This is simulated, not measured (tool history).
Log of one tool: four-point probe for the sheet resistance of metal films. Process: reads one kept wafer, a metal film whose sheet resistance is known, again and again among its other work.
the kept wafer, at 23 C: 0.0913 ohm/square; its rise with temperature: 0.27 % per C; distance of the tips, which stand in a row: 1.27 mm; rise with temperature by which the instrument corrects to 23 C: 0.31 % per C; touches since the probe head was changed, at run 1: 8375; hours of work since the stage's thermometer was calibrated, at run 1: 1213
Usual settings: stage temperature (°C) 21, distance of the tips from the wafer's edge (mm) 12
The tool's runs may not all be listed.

| run | hour | stage temperature (°C) | distance of the tips from the wafer's edge (mm) | touches since the probe head was changed | hours of work since the stage's thermometer was calibrated | sheet resistance as the instrument gives it (ohm/square) |
|---|---|---|---|---|---|---|
| 1 | 0 | 21 | 12 | 8375 | 1213 | 0.092082 |
| 2 | 37.4 | 26 | 12 | 10388 | 1240 | 0.091878 |
| 3 | 84.4 | 21 | 12 | 12911 | 1275 | 0.092084 |
| 4 | 113.9 | 21 | 3 | 14500 | 1297 | 0.09951 |
| 5 | 155.7 | 21 | 3 | 16747 | 1327 | 0.099499 |
| 6 | 177.4 | 32 | 12 | 17914 | 1343 | 0.091636 |
| 7 | 198.9 | 32 | 12 | 19069 | 1359 | 0.091644 |
| 8 | 232.4 | 21 | 12 | 20873 | 1383 | 0.092034 |
| 9 | 277.8 | 21 | 12 | 23310 | 1417 | 0.092025 |
| 10 | 320 | 21 | 37 | 25580 | 1448 | 0.091537 |
| 11 | 348.3 | 21 | 37 | 27100 | 1468 | 0.091522 |
| 12 | 392 | 32 | 11 | 29451 | 1500 | 0.091701 |
|  | 395.2 | stage's thermometer calibrated |
| 13 | 422.8 | 21 | 8 | 31079 | 20 | 0.092695 |
| 14 | 466.9 | 21 | 8 | 33453 | 53 | 0.092669 |
| 15 | 510.7 | 21 | 8 | 35808 | 85 | 0.092638 |
| 16 | 550.2 | 20 | 30 | 37929 | 114 | 0.091552 |
|  | 581.1 | stage's thermometer calibrated, once more |
| 17 | 587.5 | 20 | 30 | 39910 | 5 | 0.091698 |
| 18 | 617.9 | 21 | 12 | 41544 | 27 | 0.092088 |
| 19 | 665.4 | 21 | 39 | 44098 | 62 | 0.091576 |
| 20 | 707.8 | 30 | 3 | 46378 | 93 | 0.099137 |
| 21 | 741.9 | 28 | 3 | 48212 | 118 | 0.099186 |

Hidden state or all else? Some run-to-run changes of sheet resistance as the instrument gives it (ohm/square), split into what the settings, what came in and random variation would give without the hidden state, and what is left for the hidden state (with any gauge scatter that isn't in both results):
The hidden state here: inner tips' distance over the nominal, %; tips' flats over new ones', %; wafer's true temperature over the reading, C; drift of the gauge itself on sheet_ohm, %.
Run 5 -> 6: stage temperature (°C) 21 -> 32, distance of the tips from the wafer's edge (mm) 3 -> 12. sheet resistance as the instrument gives it (ohm/square) -0.007863: hidden state -0.000012, all else -0.007851.
Run 12 -> 13: stage temperature (°C) 32 -> 21, distance of the tips from the wafer's edge (mm) 11 -> 8, stage's thermometer calibrated. sheet resistance as the instrument gives it (ohm/square) +0.000994: hidden state -0.000025, all else +0.001019.
Run 16 -> 17: stage's thermometer calibrated, once more. sheet resistance as the instrument gives it (ohm/square) +0.000146: hidden state +0.000117, all else +0.000029.
Run 19 -> 20: stage temperature (°C) 21 -> 30, distance of the tips from the wafer's edge (mm) 39 -> 3. sheet resistance as the instrument gives it (ohm/square) +0.007561: hidden state +0.000003, all else +0.007558.

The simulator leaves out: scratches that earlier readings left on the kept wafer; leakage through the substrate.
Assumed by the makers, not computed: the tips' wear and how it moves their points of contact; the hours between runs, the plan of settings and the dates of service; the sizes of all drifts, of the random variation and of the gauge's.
